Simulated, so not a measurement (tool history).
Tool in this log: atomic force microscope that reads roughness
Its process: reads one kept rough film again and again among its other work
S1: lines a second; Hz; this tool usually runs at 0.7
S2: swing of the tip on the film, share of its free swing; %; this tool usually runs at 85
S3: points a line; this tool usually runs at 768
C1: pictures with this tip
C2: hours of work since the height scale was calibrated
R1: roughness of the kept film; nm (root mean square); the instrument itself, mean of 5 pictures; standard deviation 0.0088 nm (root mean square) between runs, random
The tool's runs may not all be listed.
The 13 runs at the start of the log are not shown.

Run 14, hour 463.1: usual settings; C1 208; C2 1031. Result: R1 1.951 nm (root mean square).
At hour 480: new tip fitted.
Run 15, hour 508: usual settings; C1 57; C2 1062. Result: R1 1.951 nm (root mean square).
Run 16, hour 536.6: usual settings but S3 883; C1 116; C2 1082. Result: R1 1.975 nm (root mean square).
Run 17, hour 585.4: usual settings but S3 883; C1 215; C2 1117. Result: R1 1.954 nm (root mean square).
At hour 596.9: new tip fitted.
Run 18, hour 628.6: usual settings but S3 883; C1 65; C2 1147. Result: R1 1.958 nm (root mean square).
Run 19, hour 664.6: usual settings but S2 73 %; C1 138; C2 1172. Result: R1 2.009 nm (root mean square).
Run 20, hour 692.9: usual settings but S1 1.672 Hz, S2 64 %, S3 263; C1 195; C2 1192. Result: R1 1.908 nm (root mean square).
At hour 715.2: new tip fitted.
Run 21, hour 725.4: usual settings but S1 1.672 Hz, S2 64 %, S3 263; C1 21; C2 1215. Result: R1 1.929 nm (root mean square).
Run 22, hour 750.3: usual settings but S1 3.469 Hz, S2 71 %, S3 617; C1 71; C2 1232. Result: R1 1.872 nm (root mean square).
Run 23, hour 772.5: usual settings but S1 3.469 Hz, S2 71 %, S3 617; C1 116; C2 1248. Result: R1 1.86 nm (root mean square).
Run 24, hour 800.2: usual settings but S1 2.871 Hz, S2 71 %, S3 516; C1 173; C2 1268. Result: R1 1.88 nm (root mean square).
Run 25, hour 820.9: usual settings but S1 2.871 Hz, S2 71 %, S3 516; C1 215; C2 1282. Result: R1 1.881 nm (root mean square).
At hour 834.9: new tip fitted.
Run 26, hour 868: usual settings but S1 2.871 Hz, S2 71 %, S3 516; C1 68; C2 1315. Result: R1 1.894 nm (root mean square).
Run 27, hour 906.9: usual settings but S1 2.871 Hz, S2 71 %, S3 516; C1 147; C2 1343. Result: R1 1.87 nm (root mean square).
Run 28, hour 927.4: usual settings but S1 2.871 Hz, S2 71 %, S3 516; C1 188; C2 1357. Result: R1 1.886 nm (root mean square).
At hour 952: new tip fitted.
Run 29, hour 956.6: usual settings but S1 2.871 Hz, S3 451; C1 9; C2 1377. Result: R1 1.739 nm (root mean square).
Run 30, hour 989.1: usual settings but S1 2.871 Hz, S2 75 %, S3 451; C1 75; C2 1400. Result: R1 1.846 nm (root mean square).
Run 31, hour 1016.3: usual settings but S1 3.218 Hz, S2 70 %, S3 873; C1 130; C2 1420. Result: R1 1.902 nm (root mean square).
Run 32, hour 1040.3: usual settings but S1 1.212 Hz, S2 83 %, S3 873; C1 179; C2 1437. Result: R1 1.93 nm (root mean square).
At hour 1072.5: new tip fitted.
Run 33, hour 1083.1: usual settings but S1 1.389 Hz, S2 77 %, S3 778; C1 21; C2 1466. Result: R1 1.945 nm (root mean square).
Run 34, hour 1107.9: usual settings but S1 1.389 Hz, S2 63 %, S3 944; C1 72; C2 1484. Result: R1 2.019 nm (root mean square).
Run 35, hour 1134: usual settings but S1 0.69 Hz, S2 59 %, S3 291; C1 125; C2 1502. Result: R1 1.965 nm (root mean square).
Run 36, hour 1166: usual settings but S1 2.182 Hz, S2 69 %; C1 190; C2 1525. Result: R1 1.931 nm (root mean square).
At hour 1189.5: new tip fitted.
Run 37, hour 1201.5: usual settings but S1 2.182 Hz, S2 69 %; C1 24; C2 1550. Result: R1 1.937 nm (root mean square).
Run 38, hour 1228.9: usual settings but S1 2.182 Hz, S2 69 %, S3 814; C1 80; C2 1569. Result: R1 1.923 nm (root mean square).

Branching from run 38: 4 alternative next runs. What would each branch give?
Run A, hour 1254.8: usual settings but S1 0.832 Hz, S2 83 %, S3 451; C1 133; C2 1587. Result: R1 ?.
Run B, hour 1254.8: usual settings but S2 88 %, S3 631; C1 133; C2 1587. Result: R1 ?.
Run C, hour 1254.8: usual settings but S3 607; C1 133; C2 1587. Result: R1 ?.
Run D, hour 1254.8: usual settings but S2 82 %; C1 133; C2 1587. Result: R1 ?.

run     R1
  A   1.93
  B  1.931
  C  1.953
  D  1.976
The same runs, with their run-to-run variation unchanged, on a tool lacking any hidden condition would have given:
run     R1
  A  1.935
  B  1.936
  C  1.958
  D  1.981
